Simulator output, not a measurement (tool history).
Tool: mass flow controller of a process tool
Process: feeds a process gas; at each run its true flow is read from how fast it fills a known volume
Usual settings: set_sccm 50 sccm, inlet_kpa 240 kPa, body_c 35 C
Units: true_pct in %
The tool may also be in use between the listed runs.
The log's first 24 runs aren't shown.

{"run": 25, "day": 125.738, "set_sccm": 22, "inlet_kpa": 240, "body_c": 31, "true_pct": 98.86}
{"run": 26, "day": 130.479, "set_sccm": 16, "inlet_kpa": 141, "body_c": 31, "true_pct": 100.11}
{"run": 27, "day": 136.938, "set_sccm": 16, "inlet_kpa": 141, "body_c": 31, "true_pct": 100.17}
{"run": 28, "day": 141.008, "set_sccm": 10, "inlet_kpa": 205, "body_c": 35, "true_pct": 102.06}
{"run": 29, "day": 145.279, "set_sccm": 10, "inlet_kpa": 205, "body_c": 35, "true_pct": 101.98}
{"run": 30, "day": 149.342, "set_sccm": 14, "inlet_kpa": 205, "body_c": 32, "true_pct": 100.38}
{"run": 31, "day": 152.508, "set_sccm": 14, "inlet_kpa": 205, "body_c": 32, "true_pct": 100.46}
{"run": 32, "day": 159.496, "set_sccm": 33, "inlet_kpa": 219, "body_c": 20, "true_pct": 98.72}
{"run": 33, "day": 162.608, "set_sccm": 37, "inlet_kpa": 205, "body_c": 20, "true_pct": 98.55}
{"run": 34, "day": 167.329, "set_sccm": 37, "inlet_kpa": 205, "body_c": 20, "true_pct": 98.58}
{"run": 35, "day": 170.471, "set_sccm": 36, "inlet_kpa": 192, "body_c": 35, "true_pct": 97.82}
{"run": 36, "day": 177.275, "set_sccm": 50, "inlet_kpa": 276, "body_c": 33, "true_pct": 97.44}
{"run": 37, "day": 182.433, "set_sccm": 50, "inlet_kpa": 257, "body_c": 22, "true_pct": 98.03}
{"run": 38, "day": 188.738, "set_sccm": 50, "inlet_kpa": 257, "body_c": 22, "true_pct": 98.13}
{"run": 39, "day": 191.775, "set_sccm": 50, "inlet_kpa": 257, "body_c": 22, "true_pct": 98.06}
{"run": 40, "day": 197.721, "set_sccm": 25, "inlet_kpa": 179, "body_c": 34, "true_pct": 98.79}

Forecast each of these 4 alternatives for the next run:
{"run": "A", "day": 204.208, "set_sccm": 71, "inlet_kpa": 200, "body_c": 27, "true_pct": "?"}
{"run": "B", "day": 204.208, "set_sccm": 50, "inlet_kpa": 240, "body_c": 32, "true_pct": "?"}
{"run": "C", "day": 204.208, "set_sccm": 25, "inlet_kpa": 273, "body_c": 26, "true_pct": "?"}
{"run": "D", "day": 204.208, "set_sccm": 80, "inlet_kpa": 192, "body_c": 32, "true_pct": "?"}

run=A true_pct=97.90
run=B true_pct=97.51
run=C true_pct=98.81
run=D true_pct=97.72
Without the tool's hidden state the same runs would have given:
run=A true_pct=99.32
run=B true_pct=98.47
run=C true_pct=98.22
run=D true_pct=99.25

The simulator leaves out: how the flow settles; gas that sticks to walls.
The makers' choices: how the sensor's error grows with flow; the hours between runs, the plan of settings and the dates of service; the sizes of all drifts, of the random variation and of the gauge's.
